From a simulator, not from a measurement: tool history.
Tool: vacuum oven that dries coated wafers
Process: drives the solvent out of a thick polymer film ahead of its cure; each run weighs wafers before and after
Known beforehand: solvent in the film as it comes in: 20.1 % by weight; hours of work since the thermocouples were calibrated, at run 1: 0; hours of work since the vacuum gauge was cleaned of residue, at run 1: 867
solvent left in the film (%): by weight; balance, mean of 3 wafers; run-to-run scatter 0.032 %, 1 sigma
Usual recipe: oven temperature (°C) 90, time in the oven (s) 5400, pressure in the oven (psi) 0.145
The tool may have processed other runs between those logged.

run	hour	oven temperature (°C)	time in the oven (s)	pressure in the oven (psi)	hours of work since the thermocouples were calibrated	hours of work since the vacuum gauge was cleaned of residue	solvent left in the film (%)
1	0	90	5400	0.145	0	867	3.56
2	79.2	90	5400	0.145	60	927	3.48
3	130.6	79	5400	0.145	98	966	7.56
4	207.1	90	5400	0.145	156	1023	3.51
5	272.9	90	5400	0.293	206	1073	3.91
6	343.6	90	5400	0.293	259	1126	3.83
7	428.1	90	5400	0.508	322	1190	4.41
8	498.1	100	5400	0.508	375	1242	1.93
9	607.4	100	5400	0.508	457	1325	1.94
# hour 664.8: vacuum gauge cleaned of residue and calibrated
10	716.5	100	5400	0.508	539	39	1.92
11	810.2	100	5400	0.508	609	109	1.91
12	901.8	90	5400	0.145	678	179	3.38
13	950	90	5400	0.145	714	215	3.41
# hour 1015.1: vacuum gauge cleaned of residue and calibrated, once more
14	1060.3	90	5400	0.145	796	34	3.12
15	1130.4	90	5400	0.145	849	87	3.05
16	1215.7	104	5400	0.145	913	151	0.51
17	1311.5	103	5400	0.145	986	223	0.6
18	1356.2	103	5400	0.145	1019	257	0.62
19	1414.9	103	5400	0.145	1063	301	0.63
20	1468.9	103	5400	0.145	1104	342	0.6
21	1563.8	95	5400	0.145	1176	413	1.82
# hour 1617.4: oven's thermocouples calibrated
22	1650.3	90	5400	0.145	25	477	3.74
23	1755.4	90	5400	0.145	104	556	3.68
24	1812.7	102	5400	0.27	147	599	1.23
25	1876.3	102	5400	0.27	195	647	1.26
26	1976.6	102	5700	0.08	271	723	0.71
27	2070.2	90	6180	0.242	341	793	3.29
28	2134.1	90	4260	0.107	389	841	4.84
29	2212.4	81	3480	0.132	448	900	9.41
30	2311.7	90	6420	0.222	523	975	3.08
31	2356.4	90	6420	0.222	557	1009	3.05
32	2445.9	94	5400	0.492	624	1076	3.29
33	2509.1	94	5400	0.492	672	1124	3.27
34	2614.4	85	4260	0.36	751	1203	7.31
35	2697.4	85	3060	0.36	813	1266	9.07
36	2773.1	86	3900	0.161	870	1323	6.82
37	2822.3	86	3900	0.161	908	1360	6.83
# hour 2833.1: vacuum gauge cleaned of residue and calibrated
38	2873.1	86	5460	0.161	945	30	4.6
39	2978.3	90	3240	0.133	1024	109	6.13
40	3047.7	90	3240	0.133	1076	162	6.05
41	3112.8	90	3240	0.133	1125	211	6.07
42	3203.4	94	5400	0.328	1193	279	2.6
# hour 3234.8: oven's thermocouples calibrated
43	3306.4	79	5400	0.145	54	355	7.66
44	3412.4	79	5400	0.145	134	435	7.66
45	3482.6	87	5400	0.226	187	488	4.78
46	3557.7	85	2700	0.473	243	544	9.94

Hidden state at the last listed run before each entry between runs and at the first one after, where it differs:
Runs 9 to 10: vacuum gauge cleaned of residue and calibrated (hour 664.8)
  true wafer temperature over the reading, C: 1.04 -> 1.14; true pressure over the reading, kPa: 0.561 -> 0.669
  measured value less the no-hidden-state value, solvent left in the film (%): +0 -> +0.01
Runs 13 to 14: vacuum gauge cleaned of residue and calibrated, once more (hour 1015.1)
  true wafer temperature over the reading, C: 1.37 -> 1.47; true pressure over the reading, kPa: 0.747 -> 0.002
  measured value less the no-hidden-state value, solvent left in the film (%): -0.14 -> -0.46
Runs 21 to 22: oven's thermocouples calibrated (hour 1617.4)
  true wafer temperature over the reading, C: 1.95 -> -0.32; true pressure over the reading, kPa: 0.163 -> 0.19
  measured value less the no-hidden-state value, solvent left in the film (%): -0.39 -> +0.18
Runs 37 to 38: vacuum gauge cleaned of residue and calibrated (hour 2833.1)
  true wafer temperature over the reading, C: 0.77 -> 0.82; true pressure over the reading, kPa: 0.571 -> 0.014
  measured value less the no-hidden-state value, solvent left in the film (%): -0.09 -> -0.29
Runs 42 to 43: oven's thermocouples calibrated (hour 3234.8)
  true wafer temperature over the reading, C: 1.13 -> 0.24; true pressure over the reading, kPa: 0.119 -> 0.15
  measured value less the no-hidden-state value, solvent left in the film (%): -0.25 -> -0.03

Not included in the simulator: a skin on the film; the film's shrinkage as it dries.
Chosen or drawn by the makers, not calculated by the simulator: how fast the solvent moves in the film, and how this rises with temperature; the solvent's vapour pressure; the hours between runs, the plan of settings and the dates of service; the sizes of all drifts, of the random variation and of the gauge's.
